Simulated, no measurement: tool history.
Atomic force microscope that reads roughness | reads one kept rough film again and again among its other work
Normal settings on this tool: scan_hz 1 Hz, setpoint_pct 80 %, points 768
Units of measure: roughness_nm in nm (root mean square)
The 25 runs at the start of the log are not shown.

run,hour,scan_hz,setpoint_pct,points,roughness_nm
26,399.5,1,80,550,4.07
27,411.2,3.62,80,768,3.297
28,421.2,0.68,80,400,4.225
29,432.7,3.74,80,768,3.245
30,450.9,3.74,57,768,4.119
31,463.8,1,79,681,4.127
32,482.1,0.82,87,768,4.015
33,498.8,0.66,83,458,4.153
34,510,1.68,58,273,4.271
# hour 520.9: new tip fitted
35,525.9,1.68,64,273,4.212

Run 36, settings as shown, results not yet in. Your forecast:
36,536.5,1,74,277,?

roughness_nm: 4.133 nm (root mean square)
Had the tool carried no hidden state, the very same run would have given roughness_nm 4.134 nm (root mean square).
